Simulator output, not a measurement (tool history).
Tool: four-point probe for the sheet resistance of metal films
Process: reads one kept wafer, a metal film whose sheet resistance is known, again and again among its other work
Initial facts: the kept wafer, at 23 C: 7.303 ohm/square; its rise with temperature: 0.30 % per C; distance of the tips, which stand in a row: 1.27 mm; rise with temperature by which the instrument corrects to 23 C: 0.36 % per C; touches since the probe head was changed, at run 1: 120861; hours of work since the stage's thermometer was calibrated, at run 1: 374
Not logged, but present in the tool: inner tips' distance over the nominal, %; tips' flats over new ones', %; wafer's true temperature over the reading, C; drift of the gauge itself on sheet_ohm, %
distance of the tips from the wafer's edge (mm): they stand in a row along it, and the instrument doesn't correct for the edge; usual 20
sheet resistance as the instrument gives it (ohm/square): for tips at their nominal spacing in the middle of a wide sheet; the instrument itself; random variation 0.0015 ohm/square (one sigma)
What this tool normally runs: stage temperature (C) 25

run	hour	stage temperature (C)	distance of the tips from the wafer's edge (mm)	touches since the probe head was changed	hours of work since the stage's thermometer was calibrated	sheet resistance as the instrument gives it (ohm/square)
1	0	25	20	120861	374	7.224832
2	7.8	25	14	121224	379	7.240699
3	22.9	25	14	121929	389	7.2376
4	38.2	25	20	122645	398	7.223894
5	51.2	25	20	123251	406	7.219884
6	59.6	25	20	123642	412	7.222492
7	74.7	25	20	124349	421	7.222043
8	84.3	25	54	124799	427	7.206986
9	99.3	25	54	125498	437	7.205205
10	109.3	25	54	125966	443	7.205153
11	117.1	25	54	126328	448	7.207099
12	125.4	25	54	126716	453	7.207365
# hour 130.3: new probe head fitted
13	134.9	25	54	216	458	7.281934
14	143	25	54	593	463	7.282143
15	155.9	25	54	1195	471	7.281681
16	171.9	25	54	1945	482	7.277974
17	187.5	25	20	2670	491	7.294522
18	194.5	24	20	3000	496	7.29742
19	209.5	25	20	3696	505	7.29365
20	222.4	25	20	4300	513	7.292373
21	230.6	25	20	4682	518	7.289946
22	244.1	25	20	5314	527	7.289562
23	258.8	21	67	6001	536	7.297476
24	268.2	21	67	6440	542	7.294456
25	281.9	30	3	7080	551	7.882197
26	298.8	30	6	7870	561	7.421154
27	316.3	25	29	8683	572	7.277713
28	332.3	30	13	9431	582	7.285622
29	349.2	30	13	10220	593	7.281398
30	365.8	29	66	10997	603	7.252498
31	381.2	33	34	11713	613	7.235311
32	391.1	33	34	12178	619	7.238352
33	399.9	33	34	12590	625	7.235603
34	413	20	23	13199	633	7.306101
35	424.8	20	8	13752	640	7.39082
36	432.7	19	8	14119	645	7.395743
37	448.4	19	8	14855	655	7.394529
38	463	23	17	15535	664	7.297579
39	476.6	23	17	16171	673	7.296089
40	485.8	18	18	16600	679	7.319243
41	497.5	18	4	17147	686	7.674053
42	509	26	38	17681	693	7.262419
43	517	19	5	18055	698	7.536546

4 options for the next run, each taken on its own from the tool as it stands now. Forecast them:
A	525.6	31	5	18458	704	?
B	525.6	19	39	18458	704	?
C	525.6	21	4	18458	704	?
D	525.6	21	4	18458	704	?

run	sheet resistance as the instrument gives it (ohm/square)
A	7.477692
B	7.294158
C	7.656103
D	7.655521
Stripped of hidden state, with their random variation kept, the same runs would have yielded:
run	sheet resistance as the instrument gives it (ohm/square)
A	7.509001
B	7.32493
C	7.688258
D	7.687674

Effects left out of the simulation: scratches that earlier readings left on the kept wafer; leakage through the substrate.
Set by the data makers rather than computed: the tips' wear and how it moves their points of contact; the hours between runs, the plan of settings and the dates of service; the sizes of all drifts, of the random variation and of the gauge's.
